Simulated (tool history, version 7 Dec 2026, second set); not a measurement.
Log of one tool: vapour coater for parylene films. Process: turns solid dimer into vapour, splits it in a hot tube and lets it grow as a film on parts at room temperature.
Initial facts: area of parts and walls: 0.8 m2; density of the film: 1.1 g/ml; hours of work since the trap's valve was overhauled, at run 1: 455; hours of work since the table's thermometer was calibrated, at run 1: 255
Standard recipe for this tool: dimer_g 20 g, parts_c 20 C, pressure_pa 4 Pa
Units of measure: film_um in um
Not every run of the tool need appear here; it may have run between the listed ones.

run,hour,dimer_g,parts_c,pressure_pa,hours of work since the trap's valve was overhauled,hours of work since the table's thermometer was calibrated,film_um
1,0,20,20,4,455,255,17.16
2,55.3,20,20,4,501,301,16.96
3,104.9,23,20,4,541,341,19.46
4,134.5,23,20,4,566,366,19.42
5,176.9,23,20,4,601,401,19.38
6,237.6,23,20,4,651,451,19.21
7,271.8,10,20,4,679,479,8.35
# hour 298.7: trap's valve overhauled
8,322.7,20,20,4,20,517,16.56
9,365.7,20,20,4,55,553,16.57
10,405.6,24,20,4,88,585,19.73
11,451.1,20,17,4,125,623,17.24
12,507.1,20,17,4,171,669,17.26
13,562.5,20,20,4,217,714,16.17
14,623.5,20,20,4,267,765,16.12
15,658.7,16,20,4,296,793,13
# hour 682.9: trap's valve overhauled, once more
16,709.3,20,20,4,22,832,17.31
17,770.9,20,20,4,72,882,17.12
18,797.6,20,20,4,94,904,17.21
19,823,20,20,4,115,925,17.22
# hour 853: table's thermometer calibrated
20,879.3,20,12,4,161,22,20.57
21,939.1,20,12,4,210,71,20.34
22,984.4,20,14,4,247,108,19.46
23,1017.4,20,20,4,274,135,17.41
24,1064.4,8,15,10.14,313,174,6.45
25,1125.3,10,24,5.06,363,224,7.54
26,1156.4,31,30,5.06,388,249,20.8
27,1186.5,10,25,5.06,413,274,7.4
28,1223.1,10,21,4.23,443,304,8.33
29,1283.7,25,20,2.79,493,354,22.53
30,1320.1,11,17,11.57,523,384,8.23
31,1366.7,11,15,11.93,561,422,8.4
32,1400.4,11,15,11.93,589,450,8.36
33,1437.9,30,14,5.16,620,481,27.18
34,1470.8,30,14,5.16,647,508,27.18
35,1523.6,30,14,5.16,690,551,27.02
# hour 1536.2: trap's valve overhauled
36,1555,35,20,8.43,15,574,26.79
37,1617.1,27,20,9.99,66,625,19.69
38,1663.3,27,20,9.99,104,663,19.83
39,1724.3,27,20,9.99,155,713,19.95
40,1771.8,13,31,3.23,194,752,9.28
41,1834.1,18,20,9.91,245,803,13.07
42,1896.8,18,20,9.91,296,855,12.98
43,1951.6,20,16,4.73,341,900,17.79
44,1991,12,20,2.49,374,932,11.08
# hour 2013: table's thermometer calibrated
45,2045.3,20,22,11.67,418,27,13.62
46,2085.3,20,22,11.67,451,59,13.61

Measured result minus the same run's result without the hidden state. Both carry the same run-to-run variation, though not necessarily the same gauge scatter:
The hidden state here: vapour lost through the trap's worn valve, %; true temperature of the parts over the reading, C; drift of the gauge itself on film_um, %.
run,film_um
1,-0.63
2,-0.69
3,-0.87
4,-0.91
5,-0.97
6,-1.05
7,-0.48
8,-1.12
9,-1.17
10,-1.45
11,-1.33
12,-1.4
13,-1.38
14,-1.46
15,-1.21
16,-0.39
17,-0.46
18,-0.49
19,-0.52
20,-0.25
21,-0.33
22,-0.38
23,-0.38
24,-0.16
25,-0.23
26,-0.66
27,-0.25
28,-0.3
29,-0.92
30,-0.35
31,-0.39
32,-0.41
33,-1.4
34,-1.47
35,-1.57
36,-0.34
37,-0.34
38,-0.4
39,-0.49
40,-0.26
41,-0.43
42,-0.48
43,-0.73
44,-0.49
45,-0.35
46,-0.39

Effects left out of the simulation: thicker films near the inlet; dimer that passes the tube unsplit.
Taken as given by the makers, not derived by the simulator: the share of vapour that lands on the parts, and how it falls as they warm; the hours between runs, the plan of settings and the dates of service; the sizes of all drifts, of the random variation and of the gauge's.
